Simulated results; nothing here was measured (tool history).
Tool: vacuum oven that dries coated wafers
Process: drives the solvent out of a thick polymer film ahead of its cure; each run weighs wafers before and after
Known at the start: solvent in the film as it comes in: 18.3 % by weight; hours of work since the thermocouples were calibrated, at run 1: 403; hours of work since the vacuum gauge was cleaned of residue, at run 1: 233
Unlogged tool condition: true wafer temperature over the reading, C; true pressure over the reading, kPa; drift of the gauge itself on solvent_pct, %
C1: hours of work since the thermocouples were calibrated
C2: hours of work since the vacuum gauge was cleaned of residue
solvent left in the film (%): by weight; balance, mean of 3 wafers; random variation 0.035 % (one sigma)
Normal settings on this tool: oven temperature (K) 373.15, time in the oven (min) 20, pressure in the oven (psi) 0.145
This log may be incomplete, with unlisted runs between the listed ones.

{"run": 1, "hour": 0.0, "oven temperature (K)": 373.15, "time in the oven (min)": 20, "pressure in the oven (psi)": 0.145, "C1": 403, "C2": 233, "solvent left in the film (%)": 4.49}
{"run": 2, "hour": 15.0, "oven temperature (K)": 373.15, "time in the oven (min)": 20, "pressure in the oven (psi)": 0.145, "C1": 412, "C2": 242, "solvent left in the film (%)": 4.49}
{"run": 3, "hour": 30.0, "oven temperature (K)": 373.15, "time in the oven (min)": 20, "pressure in the oven (psi)": 0.145, "C1": 421, "C2": 251, "solvent left in the film (%)": 4.48}
{"run": 4, "hour": 54.4, "oven temperature (K)": 373.15, "time in the oven (min)": 20, "pressure in the oven (psi)": 0.145, "C1": 436, "C2": 266, "solvent left in the film (%)": 4.47}
{"run": 5, "hour": 69.3, "oven temperature (K)": 373.15, "time in the oven (min)": 20, "pressure in the oven (psi)": 0.145, "C1": 445, "C2": 275, "solvent left in the film (%)": 4.57}
{"run": 6, "hour": 87.5, "oven temperature (K)": 373.15, "time in the oven (min)": 20, "pressure in the oven (psi)": 0.145, "C1": 456, "C2": 286, "solvent left in the film (%)": 4.46}
{"run": 7, "hour": 102.1, "oven temperature (K)": 373.15, "time in the oven (min)": 20, "pressure in the oven (psi)": 0.145, "C1": 464, "C2": 294, "solvent left in the film (%)": 4.48}
{"run": 8, "hour": 123.7, "oven temperature (K)": 373.15, "time in the oven (min)": 20, "pressure in the oven (psi)": 0.145, "C1": 477, "C2": 307, "solvent left in the film (%)": 4.52}
{"run": 9, "hour": 135.8, "oven temperature (K)": 373.15, "time in the oven (min)": 16, "pressure in the oven (psi)": 0.145, "C1": 485, "C2": 315, "solvent left in the film (%)": 5.72}
{"run": 10, "hour": 160.4, "oven temperature (K)": 372.15, "time in the oven (min)": 16, "pressure in the oven (psi)": 0.145, "C1": 499, "C2": 329, "solvent left in the film (%)": 6.06}
{"run": 11, "hour": 173.9, "oven temperature (K)": 372.15, "time in the oven (min)": 16, "pressure in the oven (psi)": 0.145, "C1": 507, "C2": 337, "solvent left in the film (%)": 6.01}
{"run": 12, "hour": 192.7, "oven temperature (K)": 372.15, "time in the oven (min)": 28, "pressure in the oven (psi)": 0.145, "C1": 519, "C2": 349, "solvent left in the film (%)": 3.16}
{"run": 13, "hour": 203.5, "oven temperature (K)": 373.15, "time in the oven (min)": 22, "pressure in the oven (psi)": 0.145, "C1": 525, "C2": 355, "solvent left in the film (%)": 3.97}
{"run": 14, "hour": 214.9, "oven temperature (K)": 373.15, "time in the oven (min)": 22, "pressure in the oven (psi)": 0.145, "C1": 532, "C2": 362, "solvent left in the film (%)": 4.01}
{"run": 15, "hour": 233.1, "oven temperature (K)": 383.15, "time in the oven (min)": 20, "pressure in the oven (psi)": 0.096, "C1": 543, "C2": 373, "solvent left in the film (%)": 1.7}
{"run": 16, "hour": 245.3, "oven temperature (K)": 383.15, "time in the oven (min)": 20, "pressure in the oven (psi)": 0.096, "C1": 550, "C2": 380, "solvent left in the film (%)": 1.74}
{"run": 17, "hour": 263.6, "oven temperature (K)": 370.15, "time in the oven (min)": 29, "pressure in the oven (psi)": 0.083, "C1": 561, "C2": 391, "solvent left in the film (%)": 3.46}
{"run": 18, "hour": 283.1, "oven temperature (K)": 360.15, "time in the oven (min)": 10, "pressure in the oven (psi)": 0.5, "C1": 573, "C2": 403, "solvent left in the film (%)": 11.98}
{"run": 19, "hour": 303.0, "oven temperature (K)": 377.15, "time in the oven (min)": 10, "pressure in the oven (psi)": 0.175, "C1": 585, "C2": 415, "solvent left in the film (%)": 6.96}
{"hour": 306.3, "done": "oven's thermocouples calibrated"}
{"run": 20, "hour": 327.7, "oven temperature (K)": 367.15, "time in the oven (min)": 10, "pressure in the oven (psi)": 0.175, "C1": 13, "C2": 428, "solvent left in the film (%)": 10}
{"run": 21, "hour": 346.6, "oven temperature (K)": 367.15, "time in the oven (min)": 10, "pressure in the oven (psi)": 0.175, "C1": 24, "C2": 440, "solvent left in the film (%)": 10}
{"run": 22, "hour": 357.2, "oven temperature (K)": 370.15, "time in the oven (min)": 14, "pressure in the oven (psi)": 0.286, "C1": 30, "C2": 446, "solvent left in the film (%)": 7.58}
{"run": 23, "hour": 374.7, "oven temperature (K)": 381.15, "time in the oven (min)": 35, "pressure in the oven (psi)": 0.432, "C1": 41, "C2": 457, "solvent left in the film (%)": 1.04}
{"run": 24, "hour": 392.3, "oven temperature (K)": 360.15, "time in the oven (min)": 35, "pressure in the oven (psi)": 0.432, "C1": 52, "C2": 467, "solvent left in the film (%)": 6.6}
{"run": 25, "hour": 404.4, "oven temperature (K)": 360.15, "time in the oven (min)": 35, "pressure in the oven (psi)": 0.432, "C1": 59, "C2": 474, "solvent left in the film (%)": 6.56}
{"run": 26, "hour": 420.7, "oven temperature (K)": 385.15, "time in the oven (min)": 21, "pressure in the oven (psi)": 0.323, "C1": 69, "C2": 484, "solvent left in the film (%)": 1.43}
{"run": 27, "hour": 437.0, "oven temperature (K)": 385.15, "time in the oven (min)": 21, "pressure in the oven (psi)": 0.11, "C1": 78, "C2": 494, "solvent left in the film (%)": 1.24}
{"hour": 451.5, "done": "oven's thermocouples calibrated, once more"}
{"run": 28, "hour": 457.5, "oven temperature (K)": 385.15, "time in the oven (min)": 21, "pressure in the oven (psi)": 0.11, "C1": 4, "C2": 505, "solvent left in the film (%)": 1.01}

Consider 3 possible next runs. They are alternatives, not a sequence: every one starts from the tool as it was left by run 28. What does each give?
{"run": "A", "hour": 473.8, "oven temperature (K)": 378.15, "time in the oven (min)": 12, "pressure in the oven (psi)": 0.11, "C1": 13, "C2": 515, "solvent left in the film (%)": "?"}
{"run": "B", "hour": 473.8, "oven temperature (K)": 385.15, "time in the oven (min)": 14, "pressure in the oven (psi)": 0.207, "C1": 13, "C2": 515, "solvent left in the film (%)": "?"}
{"run": "C", "hour": 473.8, "oven temperature (K)": 385.15, "time in the oven (min)": 21, "pressure in the oven (psi)": 0.558, "C1": 13, "C2": 515, "solvent left in the film (%)": "?"}

run=A solvent_left_in_the_film_(%)=5.16
run=B solvent_left_in_the_film_(%)=2.48
run=C solvent_left_in_the_film_(%)=1.39
With no hidden state in the tool, these same runs would have given:
run=A solvent_left_in_the_film_(%)=5.28
run=B solvent_left_in_the_film_(%)=2.57
run=C solvent_left_in_the_film_(%)=1.44
